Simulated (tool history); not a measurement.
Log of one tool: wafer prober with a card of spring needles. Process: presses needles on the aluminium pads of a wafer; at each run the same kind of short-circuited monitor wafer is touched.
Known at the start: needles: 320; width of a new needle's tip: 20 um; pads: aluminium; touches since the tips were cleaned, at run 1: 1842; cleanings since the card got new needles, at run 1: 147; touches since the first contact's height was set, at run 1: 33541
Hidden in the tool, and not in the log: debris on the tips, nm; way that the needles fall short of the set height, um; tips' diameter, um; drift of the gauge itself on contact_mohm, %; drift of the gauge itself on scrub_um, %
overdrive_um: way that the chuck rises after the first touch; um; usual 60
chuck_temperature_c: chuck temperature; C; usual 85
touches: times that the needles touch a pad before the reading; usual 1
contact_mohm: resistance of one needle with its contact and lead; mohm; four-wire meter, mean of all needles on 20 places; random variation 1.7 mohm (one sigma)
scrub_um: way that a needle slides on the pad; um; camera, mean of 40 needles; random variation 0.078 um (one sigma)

run   hour  overdrive_um  chuck_temperature_c  touches  touches since the tips were cleaned  cleanings since the card got new needles  touches since the first contact's height was set  contact_mohm  scrub_um
  1      0            60                   85        1                                 1842                                       147                                             33541           166      7.69
       3.9  -- tips cleaned on abrasive film
      11.7  -- tips cleaned on abrasive film
      21.4  -- tips cleaned on abrasive film
        31  -- tips cleaned on abrasive film
      40.7  -- tips cleaned on abrasive film
      49.5  -- tips cleaned on abrasive film
  2   49.5            57                   85        1                                    0                                       153                                             53300           168      7.42
      57.3  -- tips cleaned on abrasive film
      65.1  -- tips cleaned on abrasive film
      74.7  -- tips cleaned on abrasive film
      84.4  -- tips cleaned on abrasive film
      92.2  -- tips cleaned on abrasive film
  3   97.9            57                   85        2                                 2327                                       158                                             72637           166      7.33
     100.1  -- tips cleaned on abrasive film
     109.7  -- tips cleaned on abrasive film
     119.4  -- tips cleaned on abrasive film
     129.1  -- tips cleaned on abrasive film
     136.9  -- tips cleaned on abrasive film
     146.5  -- tips cleaned on abrasive film
  4  146.7            60                   85        1                                   60                                       164                                             92072           167      7.63
     154.4  -- tips cleaned on abrasive film
     164.1  -- tips cleaned on abrasive film
     171.9  -- tips cleaned on abrasive film
     180.3  -- tips cleaned on abrasive film
  5  180.3            60                   85        1                                    0                                       168                                            105486           163      7.76
       190  -- tips cleaned on abrasive film
     197.7  -- tips cleaned on abrasive film
     207.4  -- tips cleaned on abrasive film
  6  213.4            60                   85        1                                 2416                                       171                                            118724           164      7.81
     215.4  -- tips cleaned on abrasive film
     223.2  -- tips cleaned on abrasive film
     227.3  -- height of the first contact set anew
     233.1  -- tips cleaned on abrasive film
     242.8  -- tips cleaned on abrasive film
     252.5  -- tips cleaned on abrasive film
     260.3  -- tips cleaned on abrasive film
     269.6  -- tips cleaned on abrasive film
  7  269.6            59                   85        1                                    0                                       178                                             16882           166      7.68
     277.4  -- tips cleaned on abrasive film
       287  -- tips cleaned on abrasive film
     294.8  -- tips cleaned on abrasive film
     302.6  -- tips cleaned on abrasive film
  8    304            60                   85        1                                  562                                       182                                             30588           164      7.89
     311.7  -- tips cleaned on abrasive film
     319.5  -- tips cleaned on abrasive film
     329.2  -- tips cleaned on abrasive film
     338.8  -- tips cleaned on abrasive film
     347.7  -- tips cleaned on abrasive film
  9  347.7            60                   85        1                                    0                                       187                                             48057           161      7.75
     355.5  -- tips cleaned on abrasive film
     365.2  -- tips cleaned on abrasive film
     374.8  -- tips cleaned on abrasive film
     382.6  -- tips cleaned on abrasive film
     392.3  -- tips cleaned on abrasive film
 10  392.4            60                   85        1                                   60                                       192                                             65900           165      7.69
     400.2  -- tips cleaned on abrasive film
       408  -- tips cleaned on abrasive film
     415.7  -- tips cleaned on abrasive film
     425.4  -- tips cleaned on abrasive film
 11  426.8            60                   85        1                                  564                                       196                                             79607           163      7.53
     434.5  -- tips cleaned on abrasive film
     442.3  -- tips cleaned on abrasive film
     450.1  -- tips cleaned on abrasive film
     459.7  -- tips cleaned on abrasive film
     469.4  -- tips cleaned on abrasive film
     477.2  -- tips cleaned on abrasive film
 12  477.6            60                   85        1                                  156                                       202                                             99865           162      7.76
     485.3  -- tips cleaned on abrasive film
     493.1  -- tips cleaned on abrasive film
     500.8  -- tips cleaned on abrasive film
     510.5  -- tips cleaned on abrasive film
 13  515.3            54                   26        1                                 1946                                       206                                            114954           155      6.99
     519.3  -- tips cleaned on abrasive film
       527  -- tips cleaned on abrasive film
     536.7  -- tips cleaned on abrasive film
     538.9  -- height of the first contact set anew
     546.7  -- tips cleaned on abrasive film
     556.4  -- tips cleaned on abrasive film
 14  558.8            43                   26        1                                  989                                       211                                              7948           164      5.49
     564.6  -- tips cleaned on abrasive film
     574.3  -- tips cleaned on abrasive film
     586.3  -- card fitted with new needles
       596  -- tips cleaned on abrasive film
     603.8  -- tips cleaned on abrasive film
 15  604.8            43                   26        1                                  436                                         2                                              7394           164      5.65
     612.6  -- tips cleaned on abrasive film
     622.3  -- tips cleaned on abrasive film
       630  -- tips cleaned on abrasive film
 16  632.4            68                   74        1                                  971                                         5                                             18417           158      8.77
     638.3  -- tips cleaned on abrasive film
       648  -- tips cleaned on abrasive film
     657.6  -- tips cleaned on abrasive film
     665.4  -- tips cleaned on abrasive film
     675.1  -- tips cleaned on abrasive film
 17  677.1            51                   75        2                                  817                                        10                                             36241           168      6.65
     682.9  -- tips cleaned on abrasive film
     692.6  -- tips cleaned on abrasive film
     702.3  -- tips cleaned on abrasive film
       712  -- tips cleaned on abrasive film
 18  715.5            40                   56        2                                 1444                                        14                                             51600           174      5.26
     721.4  -- tips cleaned on abrasive film
     729.1  -- tips cleaned on abrasive film
     738.8  -- tips cleaned on abrasive film
     748.5  -- tips cleaned on abrasive film
     758.2  -- tips cleaned on abrasive film
     765.9  -- tips cleaned on abrasive film
 19  770.5            48                  104        1                                 1838                                        20                                             73540           178      6.29
     774.4  -- tips cleaned on abrasive film
     782.2  -- tips cleaned on abrasive film
     789.9  -- tips cleaned on abrasive film
     799.6  -- tips cleaned on abrasive film
 20    804            51                   87        2                                 1756                                        24                                             86893           173      6.57
     807.9  -- tips cleaned on abrasive film
     815.6  -- tips cleaned on abrasive film
     823.4  -- tips cleaned on abrasive film
     833.1  -- tips cleaned on abrasive film
     840.8  -- tips cleaned on abrasive film
     850.5  -- tips cleaned on abrasive film
     858.9  -- tips cleaned on abrasive film
 21  858.9            51                   28        2                                    0                                        31                                            108801           155      6.65
     868.6  -- tips cleaned on abrasive film
     876.4  -- tips cleaned on abrasive film
     884.1  -- tips cleaned on abrasive film
     893.2  -- tips cleaned on abrasive film
 22  893.2            76                   28        2                                    0                                        35                                            122491           148      9.95
     899.3  -- height of the first contact set anew
     903.2  -- tips cleaned on abrasive film
       911  -- tips cleaned on abrasive film
     920.6  -- tips cleaned on abrasive film
 23  921.4            76                   28        2                                  297                                        38                                              8801           146      9.93
     929.1  -- tips cleaned on abrasive film
     936.9  -- tips cleaned on abrasive film
     946.6  -- tips cleaned on abrasive film
 24  952.5            51                   85        1                                 2395                                        41                                             21246           170      6.56

5 ways to go on from here, each from the tool as it stands after run 24. What would each give?
     954.5  -- tips cleaned on abrasive film
     962.3  -- tips cleaned on abrasive film
       972  -- tips cleaned on abrasive film
  A  979.3            51                   85        1                                 2969                                        44                                             31949             ?         ?
     954.5  -- tips cleaned on abrasive film
     962.3  -- tips cleaned on abrasive film
       972  -- tips cleaned on abrasive film
  B  979.3            51                   32        2                                 2969                                        44                                             31949             ?         ?
     954.5  -- tips cleaned on abrasive film
     962.3  -- tips cleaned on abrasive film
       972  -- tips cleaned on abrasive film
  C  979.3            59                   85        1                                 2969                                        44                                             31949             ?         ?
     954.5  -- tips cleaned on abrasive film
     962.3  -- tips cleaned on abrasive film
       972  -- tips cleaned on abrasive film
  D  979.3            60                   85        2                                 2969                                        44                                             31949             ?         ?
     954.5  -- tips cleaned on abrasive film
     962.3  -- tips cleaned on abrasive film
       972  -- tips cleaned on abrasive film
  E  979.3            52                   27        1                                 2969                                        44                                             31949             ?         ?

run  contact_mohm  scrub_um
  A           169      6.59
  B           161      6.65
  C           162       7.7
  D           162      7.96
  E           157      6.73
Without the tool's hidden state the same runs would have given:
run  contact_mohm  scrub_um
  A           168      6.59
  B           160      6.65
  C           161       7.7
  D           161      7.96
  E           156      6.73

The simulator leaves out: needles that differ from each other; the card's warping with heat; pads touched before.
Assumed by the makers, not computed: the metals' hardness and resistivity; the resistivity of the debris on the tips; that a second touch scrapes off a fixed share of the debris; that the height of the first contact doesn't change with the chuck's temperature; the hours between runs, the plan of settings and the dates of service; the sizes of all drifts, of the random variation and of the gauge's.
